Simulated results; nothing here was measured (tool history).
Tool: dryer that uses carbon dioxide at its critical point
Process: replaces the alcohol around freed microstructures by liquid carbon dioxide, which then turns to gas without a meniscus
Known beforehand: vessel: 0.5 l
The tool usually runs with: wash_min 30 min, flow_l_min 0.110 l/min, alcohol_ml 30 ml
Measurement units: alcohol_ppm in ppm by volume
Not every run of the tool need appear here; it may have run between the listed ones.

{"run": 1, "day": 0.0, "wash_min": 30, "flow_l_min": 0.11, "alcohol_ml": 30, "alcohol_ppm": 162}
{"run": 2, "day": 0.717, "wash_min": 30, "flow_l_min": 0.11, "alcohol_ml": 30, "alcohol_ppm": 170}
{"run": 3, "day": 1.292, "wash_min": 30, "flow_l_min": 0.11, "alcohol_ml": 30, "alcohol_ppm": 168}
{"run": 4, "day": 1.804, "wash_min": 30, "flow_l_min": 0.11, "alcohol_ml": 30, "alcohol_ppm": 163}
{"run": 5, "day": 2.638, "wash_min": 30, "flow_l_min": 0.11, "alcohol_ml": 30, "alcohol_ppm": 178}
{"run": 6, "day": 3.075, "wash_min": 30, "flow_l_min": 0.11, "alcohol_ml": 30, "alcohol_ppm": 171}
{"run": 7, "day": 3.912, "wash_min": 36, "flow_l_min": 0.11, "alcohol_ml": 30, "alcohol_ppm": 73}
{"run": 8, "day": 4.712, "wash_min": 30, "flow_l_min": 0.11, "alcohol_ml": 30, "alcohol_ppm": 171}
{"run": 9, "day": 5.708, "wash_min": 30, "flow_l_min": 0.11, "alcohol_ml": 30, "alcohol_ppm": 174}
{"run": 10, "day": 6.654, "wash_min": 30, "flow_l_min": 0.11, "alcohol_ml": 30, "alcohol_ppm": 184}
{"run": 11, "day": 7.371, "wash_min": 30, "flow_l_min": 0.11, "alcohol_ml": 30, "alcohol_ppm": 173}
{"run": 12, "day": 8.35, "wash_min": 30, "flow_l_min": 0.11, "alcohol_ml": 30, "alcohol_ppm": 188}
{"run": 13, "day": 9.312, "wash_min": 30, "flow_l_min": 0.11, "alcohol_ml": 30, "alcohol_ppm": 175}
{"run": 14, "day": 9.875, "wash_min": 30, "flow_l_min": 0.11, "alcohol_ml": 30, "alcohol_ppm": 195}
{"run": 15, "day": 10.662, "wash_min": 30, "flow_l_min": 0.11, "alcohol_ml": 92, "alcohol_ppm": 540}
{"run": 16, "day": 11.592, "wash_min": 30, "flow_l_min": 0.068, "alcohol_ml": 30, "alcohol_ppm": 1554}
{"run": 17, "day": 12.371, "wash_min": 38, "flow_l_min": 0.175, "alcohol_ml": 30, "alcohol_ppm": 18}
{"run": 18, "day": 13.062, "wash_min": 20, "flow_l_min": 0.079, "alcohol_ml": 117, "alcohol_ppm": 13992}
{"run": 19, "day": 13.996, "wash_min": 30, "flow_l_min": 0.172, "alcohol_ml": 21, "alcohol_ppm": 30}
{"run": 20, "day": 15.054, "wash_min": 30, "flow_l_min": 0.172, "alcohol_ml": 21, "alcohol_ppm": 31}
{"run": 21, "day": 15.733, "wash_min": 30, "flow_l_min": 0.172, "alcohol_ml": 21, "alcohol_ppm": 46}
{"run": 22, "day": 16.442, "wash_min": 30, "flow_l_min": 0.172, "alcohol_ml": 21, "alcohol_ppm": 39}
{"run": 23, "day": 17.067, "wash_min": 30, "flow_l_min": 0.172, "alcohol_ml": 21, "alcohol_ppm": 39}
{"run": 24, "day": 17.912, "wash_min": 30, "flow_l_min": 0.172, "alcohol_ml": 21, "alcohol_ppm": 47}
{"run": 25, "day": 18.533, "wash_min": 47, "flow_l_min": 0.086, "alcohol_ml": 52, "alcohol_ppm": 118}
{"run": 26, "day": 19.421, "wash_min": 34, "flow_l_min": 0.11, "alcohol_ml": 29, "alcohol_ppm": 118}
{"run": 27, "day": 20.183, "wash_min": 18, "flow_l_min": 0.107, "alcohol_ml": 56, "alcohol_ppm": 3964}
{"run": 28, "day": 21.121, "wash_min": 45, "flow_l_min": 0.141, "alcohol_ml": 26, "alcohol_ppm": 42}

Hidden state or all else? Some run-to-run changes of alcohol_ppm, split into what the settings, what came in and random variation would give without the hidden state, and what is left for the hidden state (with any gauge scatter that isn't in both results):
Unlogged tool condition in this case: flow that reaches the vessel past the clogged filter, %; alcohol in the recycled carbon dioxide, ppm; drift of the gauge itself on alcohol_ppm, %.
Run 17 -> 18: wash_min 38 -> 20, flow_l_min 0.175 -> 0.079, alcohol_ml 30 -> 117. alcohol_ppm +13974 ppm by volume: hidden state +2417, all else +11557.
Run 18 -> 19: wash_min 20 -> 30, flow_l_min 0.079 -> 0.172, alcohol_ml 117 -> 21. alcohol_ppm -13962 ppm by volume: hidden state -2408, all else -11554.
